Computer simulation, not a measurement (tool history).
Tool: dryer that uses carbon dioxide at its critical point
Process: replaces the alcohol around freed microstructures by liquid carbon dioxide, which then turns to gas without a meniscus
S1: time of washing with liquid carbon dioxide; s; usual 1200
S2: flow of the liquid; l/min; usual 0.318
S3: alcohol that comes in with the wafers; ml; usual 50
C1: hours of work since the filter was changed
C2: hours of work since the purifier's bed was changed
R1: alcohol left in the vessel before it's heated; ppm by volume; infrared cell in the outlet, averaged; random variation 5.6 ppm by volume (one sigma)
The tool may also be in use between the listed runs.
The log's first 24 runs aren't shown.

run   hour    S1     S2  S3   C1   C2    R1
 25  178.8  1560  0.286  49  478  249   113
 26  185.3  1560  0.286  49  481  252   123
 27  194.1  1560  0.518  49  485  256    23
 28  199.6  1560  0.194  68  487  258  1129
 29  207.7  1560  0.194  68  491  262  1125
 30  213.3  1560  0.194  68  493  265  1104
 31  222.5  1560  0.194  68  497  269  1175
 32  229.4  1560  0.448  57  501  272    24
 33  239.2  1320  0.487  47  505  276    31
 34  248.3  1320  0.318  63  509  280   199
 35  252.5   900  0.295  49  511  282  1231
 36  258.7  1380  0.291  49  514  285   201
 37  267.6  1380  0.291  49  518  289   207
 38  273.7  1380  0.291  49  521  292   205
 39  284.0  1380  0.291  49  525  297   207

Forecast each of these 5 alternatives for the next run:
  A  290.8   720  0.339   25  528  300   ?
  B  290.8  1140  0.205  117  528  300   ?
  C  290.8  1380  0.291   59  528  300   ?
  D  290.8  1680  0.417   49  528  300   ?
  E  290.8  1200  0.383   60  528  300   ?

run    R1
  A   860
  B  4943
  C   247
  D    21
  E   126
Without the tool's hidden state the same runs would have given:
run    R1
  A   643
  B  3866
  C   145
  D     0
  E    66

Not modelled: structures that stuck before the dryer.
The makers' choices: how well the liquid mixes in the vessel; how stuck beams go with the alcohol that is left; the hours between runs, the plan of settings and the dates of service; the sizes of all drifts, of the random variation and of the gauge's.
